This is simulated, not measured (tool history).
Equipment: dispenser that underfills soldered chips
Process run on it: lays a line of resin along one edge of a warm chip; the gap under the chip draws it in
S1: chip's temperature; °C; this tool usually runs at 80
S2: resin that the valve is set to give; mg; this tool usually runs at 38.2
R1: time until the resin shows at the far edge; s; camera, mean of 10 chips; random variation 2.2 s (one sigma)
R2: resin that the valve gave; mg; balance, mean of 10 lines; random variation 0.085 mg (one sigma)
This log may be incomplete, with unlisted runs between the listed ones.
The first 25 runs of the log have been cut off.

| run | hour | S1 | S2 | R1 | R2 |
|---|---|---|---|---|---|
|  | 200.1 | new syringe of resin |
| 26 | 206.6 | 72 | 43.5 | 360.4 | 42.65 |
|  | 208.3 | new syringe of resin |
| 27 | 215.7 | 72 | 43.5 | 358.5 | 42.41 |
|  | 216.8 | new syringe of resin |
| 28 | 221.2 | 72 | 43.5 | 323.6 | 42.33 |
|  | 224.9 | new syringe of resin |
|  | 226.7 | dispensing valve cleaned and set on the balance |
| 29 | 228.3 | 79 | 47.3 | 218.7 | 47.24 |
|  | 233.8 | new syringe of resin |
| 30 | 238.0 | 70 | 43.5 | 343.4 | 43.23 |
|  | 241.7 | new syringe of resin |
| 31 | 247.5 | 72 | 37.2 | 342.7 | 36.87 |
|  | 249.5 | new syringe of resin |
| 32 | 256.3 | 68 | 38.2 | 425.0 | 37.74 |
|  | 257.4 | new syringe of resin |
| 33 | 264.8 | 80 | 33.2 | 280.3 | 32.63 |

Forecast each of these 5 alternatives for the next run:
|  | 265.6 | new syringe of resin |
| A | 271.1 | 84 | 39.0 | ? | ? |
|  | 265.6 | new syringe of resin |
| B | 271.1 | 82 | 33.2 | ? | ? |
|  | 265.6 | new syringe of resin |
| C | 271.1 | 95 | 38.5 | ? | ? |
|  | 265.6 | new syringe of resin |
| D | 271.1 | 80 | 44.0 | ? | ? |
|  | 265.6 | new syringe of resin |
| E | 271.1 | 94 | 33.2 | ? | ? |

| run | R1 | R2 |
|---|---|---|
| A | 208.2 | 38.34 |
| B | 238.0 | 32.74 |
| C | 139.9 | 37.80 |
| D | 239.1 | 43.31 |
| E | 150.4 | 32.66 |
Without the tool's unlogged condition, the same runs would have read:
| run | R1 | R2 |
|---|---|---|
| A | 183.5 | 38.97 |
| B | 209.4 | 33.28 |
| C | 122.4 | 38.42 |
| D | 211.7 | 44.02 |
| E | 131.2 | 33.20 |
